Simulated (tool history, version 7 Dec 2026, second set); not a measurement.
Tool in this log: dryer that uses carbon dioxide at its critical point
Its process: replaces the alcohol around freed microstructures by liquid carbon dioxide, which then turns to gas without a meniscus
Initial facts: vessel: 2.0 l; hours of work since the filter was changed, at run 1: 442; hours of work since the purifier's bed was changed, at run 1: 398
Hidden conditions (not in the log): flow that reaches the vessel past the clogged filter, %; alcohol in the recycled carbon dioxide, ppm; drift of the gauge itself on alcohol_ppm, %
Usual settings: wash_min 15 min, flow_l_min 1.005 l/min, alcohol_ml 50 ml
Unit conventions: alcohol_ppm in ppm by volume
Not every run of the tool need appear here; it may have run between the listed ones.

run	hour	wash_min	flow_l_min	alcohol_ml	hours of work since the filter was changed	hours of work since the purifier's bed was changed	alcohol_ppm
1	0.0	15	1.005	50	442	398	255
2	12.3	15	1.005	50	449	405	257
3	39.9	15	1.005	50	464	420	258
4	59.5	15	1.005	50	474	430	253
5	75.1	15	1.005	50	483	439	259
6	96.7	15	1.630	50	495	451	164
7	109.8	15	1.630	50	502	458	163
8	135.2	15	1.005	50	515	471	279

Estimate the outcome of run 9 from the log above:
9	164.4	15	1.005	54	531	487	?

Run 9 gave alcohol_ppm 296 ppm by volume.
On a tool with no hidden condition, and with the same random variation, this run would have come out at alcohol_ppm 57 ppm by volume.
